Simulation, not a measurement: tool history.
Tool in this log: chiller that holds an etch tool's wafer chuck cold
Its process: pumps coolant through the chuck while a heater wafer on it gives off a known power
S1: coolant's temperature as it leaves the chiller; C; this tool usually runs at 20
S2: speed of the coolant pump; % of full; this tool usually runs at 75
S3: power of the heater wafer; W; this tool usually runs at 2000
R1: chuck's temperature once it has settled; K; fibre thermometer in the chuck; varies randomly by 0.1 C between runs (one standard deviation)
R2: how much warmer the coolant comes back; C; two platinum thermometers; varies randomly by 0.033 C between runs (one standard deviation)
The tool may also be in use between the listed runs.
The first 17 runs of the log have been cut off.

{"run": 18, "day": 20.104, "S1": 20, "S2": 75, "S3": 1045, "R1": 303.95, "R2": 2.44}
{"run": 19, "day": 21.583, "S1": 20, "S2": 84, "S3": 1045, "R1": 303.15, "R2": 2.22}
{"run": 20, "day": 23.121, "S1": 17, "S2": 75, "S3": 2000, "R1": 311.45, "R2": 4.71}
{"run": 21, "day": 24.454, "S1": 22, "S2": 80, "S3": 1145, "R1": 306.65, "R2": 2.55}
{"run": 22, "day": 25.438, "S1": 22, "S2": 80, "S3": 2852, "R1": 323.95, "R2": 6.33}
{"run": 23, "day": 26.454, "S1": 19, "S2": 75, "S3": 2000, "R1": 313.35, "R2": 4.76}
{"run": 24, "day": 27.708, "S1": 26, "S2": 86, "S3": 2000, "R1": 318.05, "R2": 4.12}
{"run": 25, "day": 29.271, "S1": 28, "S2": 67, "S3": 2000, "R1": 324.45, "R2": 5.27}
{"run": 26, "day": 30.1, "S1": 28, "S2": 67, "S3": 2000, "R1": 324.55, "R2": 5.24}
{"run": 27, "day": 31.333, "S1": 28, "S2": 67, "S3": 2000, "R1": 324.55, "R2": 5.33}
{"run": 28, "day": 32.171, "S1": 28, "S2": 67, "S3": 2000, "R1": 324.75, "R2": 5.29}
{"run": 29, "day": 33.521, "S1": 14, "S2": 67, "S3": 2958, "R1": 321.95, "R2": 7.85}
{"run": 30, "day": 34.188, "S1": 20, "S2": 77, "S3": 2253, "R1": 316.55, "R2": 5.19}
{"run": 31, "day": 35.517, "S1": 18, "S2": 85, "S3": 2344, "R1": 313.95, "R2": 4.91}

Here are 3 independent what-if runs from the current tool condition. What would each one return?
{"run": "A", "day": 37.117, "S1": 12, "S2": 85, "S3": 2344, "R1": "?", "R2": "?"}
{"run": "B", "day": 37.117, "S1": 23, "S2": 85, "S3": 1226, "R1": "?", "R2": "?"}
{"run": "C", "day": 37.117, "S1": 18, "S2": 85, "S3": 1701, "R1": "?", "R2": "?"}

run=A R1=307.85 R2=4.95
run=B R1=307.85 R2=2.52
run=C R1=307.25 R2=3.55
The same runs, with their run-to-run variation unchanged, on a tool lacking any hidden condition would have given:
run=A R1=305.85 R2=4.8
run=B R1=306.95 R2=2.44
run=C R1=305.95 R2=3.45
